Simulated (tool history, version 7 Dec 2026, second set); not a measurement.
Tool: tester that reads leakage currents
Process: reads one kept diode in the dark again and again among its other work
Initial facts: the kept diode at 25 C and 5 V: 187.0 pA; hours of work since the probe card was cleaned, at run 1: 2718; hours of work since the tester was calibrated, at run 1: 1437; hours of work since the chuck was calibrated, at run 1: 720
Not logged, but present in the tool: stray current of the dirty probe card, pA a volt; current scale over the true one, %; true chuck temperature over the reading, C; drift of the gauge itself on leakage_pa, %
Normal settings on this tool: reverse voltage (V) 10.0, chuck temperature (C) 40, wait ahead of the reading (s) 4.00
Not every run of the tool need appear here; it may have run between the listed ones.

run	hour	reverse voltage (V)	chuck temperature (C)	wait ahead of the reading (s)	hours of work since the probe card was cleaned	hours of work since the tester was calibrated	hours of work since the chuck was calibrated	current that the tester gives (pA)
1	0.0	10.0	40	4.00	2718	1437	720	1063.61
2	251.9	10.0	40	4.00	2837	1555	839	1074.27
# hour 300.6: chuck's temperature calibrated
3	481.2	10.0	40	4.00	2944	1662	85	981.75
4	636.2	10.0	40	4.00	3017	1735	158	989.72
5	769.4	10.0	40	4.00	3080	1798	221	996.28
6	978.0	10.0	40	4.00	3178	1896	319	1015.65
7	1213.1	10.0	40	4.00	3288	2007	430	1026.39
8	1340.0	10.0	40	4.00	3348	2067	489	1031.72
9	1483.3	10.0	40	4.00	3416	2134	557	1044.25
10	1638.4	10.0	40	4.00	3489	2207	630	1055.14
11	1882.7	2.3	40	1.14	3604	2322	745	596.97
# hour 1925.2: probe card cleaned and baked
12	2040.2	2.3	40	1.14	54	2395	817	601.04
# hour 2131.8: chuck's temperature calibrated
13	2232.0	2.3	40	1.09	143	2484	47	547.07
14	2445.6	7.4	45	0.67	244	2585	148	1338.34
15	2660.9	12.4	38	1.80	345	2686	249	911.32
16	2868.2	1.6	24	8.96	443	2784	347	116.12
17	3082.0	1.6	24	8.96	544	2884	447	118.89
18	3255.1	10.0	40	0.65	625	2966	529	1036.32

Each row is a separate what-if for the run after 18, all from the same tool condition, not one after another. Results?
A	3443.6	5.3	23	0.65	714	3055	618	?
B	3443.6	2.7	40	4.49	714	3055	618	?
C	3443.6	10.7	40	4.00	714	3055	618	?
D	3443.6	10.0	40	5.27	714	3055	618	?

run	current that the tester gives (pA)
A	179.81
B	632.08
C	1081.53
D	1045.65
Had the tool no hidden state, the same runs would have come out as:
run	current that the tester gives (pA)
A	160.66
B	575.80
C	982.97
D	950.51

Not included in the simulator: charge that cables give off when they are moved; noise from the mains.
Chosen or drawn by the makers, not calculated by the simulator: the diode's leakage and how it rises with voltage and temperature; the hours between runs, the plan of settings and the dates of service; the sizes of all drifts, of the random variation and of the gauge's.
